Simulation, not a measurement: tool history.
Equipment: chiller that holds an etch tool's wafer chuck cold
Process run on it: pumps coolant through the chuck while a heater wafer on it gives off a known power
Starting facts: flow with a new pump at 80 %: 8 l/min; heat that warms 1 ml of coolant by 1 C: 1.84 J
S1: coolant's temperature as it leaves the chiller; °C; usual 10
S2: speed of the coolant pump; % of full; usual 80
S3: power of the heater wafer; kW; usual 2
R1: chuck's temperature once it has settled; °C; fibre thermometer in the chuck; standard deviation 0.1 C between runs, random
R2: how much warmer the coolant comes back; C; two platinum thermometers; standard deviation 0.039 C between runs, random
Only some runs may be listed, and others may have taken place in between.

run 1 day=0 | S1=10 S2=80 S3=2 | R1=28.9 R2=8.57
run 2 day=3.154 | S1=10 S2=80 S3=2 | R1=28.8 R2=8.56
run 3 day=7.762 | S1=5 S2=80 S3=2 | R1=23.7 R2=8.51
run 4 day=10.833 | S1=10 S2=80 S3=2 | R1=28.7 R2=8.52
run 5 day=14.138 | S1=10 S2=80 S3=2 | R1=29.1 R2=8.52
run 6 day=19.017 | S1=10 S2=80 S3=2 | R1=28.8 R2=8.56
run 7 day=23.604 | S1=10 S2=97 S3=2 | R1=26.5 R2=7.09
run 8 day=26.608 | S1=10 S2=80 S3=2 | R1=29.1 R2=8.57
run 9 day=31.079 | S1=10 S2=80 S3=1.401 | R1=23.6 R2=6.09
run 10 day=35.275 | S1=10 S2=80 S3=1.401 | R1=23.4 R2=6.05
run 11 day=38.367 | S1=10 S2=80 S3=1.401 | R1=23.8 R2=6.04
run 12 day=41.179 | S1=10 S2=80 S3=1.401 | R1=23.7 R2=6.08
run 13 day=43.388 | S1=10 S2=64 S3=1.401 | R1=26.5 R2=7.65
run 14 day=47.908 | S1=10 S2=64 S3=1.401 | R1=26.5 R2=7.59
run 15 day=52.671 | S1=10 S2=64 S3=1.401 | R1=26.8 R2=7.62
run 16 day=54.958 | S1=10 S2=64 S3=1.401 | R1=26.8 R2=7.66
run 17 day=59.258 | S1=14 S2=80 S3=2 | R1=33.9 R2=8.72
run 18 day=61.629 | S1=19 S2=80 S3=2.552 | R1=44.2 R2=11.16
run 19 day=63.667 | S1=15 S2=97 S3=1.012 | R1=23.8 R2=3.66
run 20 day=66.958 | S1=15 S2=97 S3=2.306 | R1=34.6 R2=8.32
-- day=67.588 coolant pump overhauled
run 21 day=70.088 | S1=15 S2=97 S3=1.258 | R1=26.2 R2=4.63
run 22 day=74.792 | S1=9 S2=97 S3=2.128 | R1=27.8 R2=7.75
-- day=79.058 coolant pump overhauled, once more
run 23 day=79.221 | S1=10 S2=72 S3=1.092 | R1=21.6 R2=4.99
run 24 day=83.746 | S1=1 S2=77 S3=2.661 | R1=27 R2=11.34
run 25 day=87.325 | S1=13 S2=94 S3=1.374 | R1=24.7 R2=4.81
run 26 day=92.221 | S1=13 S2=94 S3=1.374 | R1=24.8 R2=4.79
run 27 day=95.946 | S1=13 S2=94 S3=1.374 | R1=25 R2=4.79
run 28 day=99.175 | S1=4 S2=80 S3=1.314 | R1=17 R2=5.37
run 29 day=101.642 | S1=4 S2=80 S3=1.314 | R1=17 R2=5.42
-- day=102.696 chiller's thermometer calibrated
run 30 day=104.492 | S1=4 S2=80 S3=1.314 | R1=16.3 R2=5.4
run 31 day=106.517 | S1=18 S2=80 S3=2 | R1=36.9 R2=8.22
run 32 day=111.083 | S1=18 S2=80 S3=2 | R1=37.1 R2=8.27
run 33 day=115.129 | S1=18 S2=80 S3=2 | R1=36.9 R2=8.3

For each run, the measured value with the value that run would have given without the tool's hidden condition subtracted. The run-to-run variation is shared by both, the gauge scatter possibly not:
The hidden state here: heat passed by the chuck's channels, % of clean ones'; flow at a given pump speed, % of a new pump's; coolant's true temperature over the reading, C; drift of the gauge itself on chuck_c, C; drift of the gauge itself on warmer_back_c, C.
run=1 R1=+1.3 R2=+0.39
run=2 R1=+1.3 R2=+0.39
run=3 R1=+1.4 R2=+0.41
run=4 R1=+1.4 R2=+0.42
run=5 R1=+1.5 R2=+0.42
run=6 R1=+1.5 R2=+0.44
run=7 R1=+1.5 R2=+0.38
run=8 R1=+1.7 R2=+0.47
run=9 R1=+1.4 R2=+0.33
run=10 R1=+1.4 R2=+0.35
run=11 R1=+1.5 R2=+0.36
run=12 R1=+1.6 R2=+0.36
run=13 R1=+1.7 R2=+0.47
run=14 R1=+1.8 R2=+0.47
run=15 R1=+1.9 R2=+0.49
run=16 R1=+1.9 R2=+0.5
run=17 R1=+2.4 R2=+0.59
run=18 R1=+2.9 R2=+0.76
run=19 R1=+1.3 R2=+0.25
run=20 R1=+2.5 R2=+0.58
run=21 R1=+1.8 R2=+0.4
run=22 R1=+2.8 R2=+0.68
run=23 R1=+1.2 R2=+0.01
run=24 R1=+2.1 R2=+0.04
run=25 R1=+1.3 R2=+0.03
run=26 R1=+1.4 R2=+0.03
run=27 R1=+1.4 R2=+0.04
run=28 R1=+1.5 R2=+0.06
run=29 R1=+1.5 R2=+0.06
run=30 R1=+0.9 R2=+0.06
run=31 R1=+1.4 R2=+0.1
run=32 R1=+1.5 R2=+0.11
run=33 R1=+1.6 R2=+0.13
